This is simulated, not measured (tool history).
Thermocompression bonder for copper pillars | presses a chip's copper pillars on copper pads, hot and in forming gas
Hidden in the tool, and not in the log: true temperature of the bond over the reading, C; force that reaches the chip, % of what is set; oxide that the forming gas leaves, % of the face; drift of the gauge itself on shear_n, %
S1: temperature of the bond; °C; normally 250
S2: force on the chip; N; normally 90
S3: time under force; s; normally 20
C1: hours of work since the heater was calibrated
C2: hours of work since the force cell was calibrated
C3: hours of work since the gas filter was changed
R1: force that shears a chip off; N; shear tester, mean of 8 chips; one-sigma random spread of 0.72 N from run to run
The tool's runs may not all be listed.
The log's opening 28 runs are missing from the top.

Run 29, hour 295.9: usual settings but S1 253 °C, S2 130 N, S3 27 s; C1 765; C2 16; C3 154. Result: R1 107.5 N.
Run 30, hour 307.1: usual settings but S1 222 °C, S2 91 N, S3 27 s; C1 770; C2 21; C3 159. Result: R1 73.4 N.
Run 31, hour 321.3: usual settings but S1 222 °C, S2 91 N, S3 27 s; C1 777; C2 28; C3 166. Result: R1 73.7 N.
Run 32, hour 330.5: usual settings but S1 222 °C, S2 91 N, S3 27 s; C1 782; C2 33; C3 171. Result: R1 73.9 N.
Run 33, hour 341.5: usual settings but S1 222 °C, S2 91 N, S3 27 s; C1 787; C2 38; C3 176. Result: R1 72.9 N.
Run 34, hour 353.4: usual settings but S2 78 N; C1 793; C2 44; C3 182. Result: R1 84.5 N.
Run 35, hour 359.4: usual settings but S2 78 N; C1 796; C2 47; C3 185. Result: R1 85.5 N.
Run 36, hour 374.3: usual settings but S1 270 °C, S2 100 N, S3 38 s; C1 803; C2 54; C3 192. Result: R1 110.8 N.
Run 37, hour 386.0: usual settings but S1 270 °C, S2 100 N, S3 38 s; C1 809; C2 60; C3 198. Result: R1 110.1 N.
Run 38, hour 394.7: usual settings but S1 270 °C, S2 100 N, S3 38 s; C1 813; C2 64; C3 202. Result: R1 110.4 N.
Run 39, hour 401.1: usual settings but S1 270 °C, S2 100 N, S3 38 s; C1 816; C2 67; C3 205. Result: R1 108.5 N.
Run 40, hour 410.0: usual settings but S1 273 °C, S2 55 N, S3 53 s; C1 821; C2 71; C3 209. Result: R1 105.6 N.
Run 41, hour 418.2: usual settings but S1 273 °C, S2 86 N, S3 34 s; C1 825; C2 75; C3 213. Result: R1 107.5 N.

Forecast each of these 3 alternatives for the next run:
Run A, hour 431.1: usual settings but S1 256 °C, S2 81 N, S3 29 s; C1 831; C2 82; C3 220. Result: R1 ?.
Run B, hour 431.1: usual settings but S1 272 °C, S2 80 N, S3 16 s; C1 831; C2 82; C3 220. Result: R1 ?.
Run C, hour 431.1: usual settings but S2 66 N; C1 831; C2 82; C3 220. Result: R1 ?.

run    R1
  A  97.8
  B  96.4
  C  78.5
Stripped of hidden state, with their random variation kept, the same runs would have yielded:
run    R1
  A  98.6
  B  97.5
  C  76.9
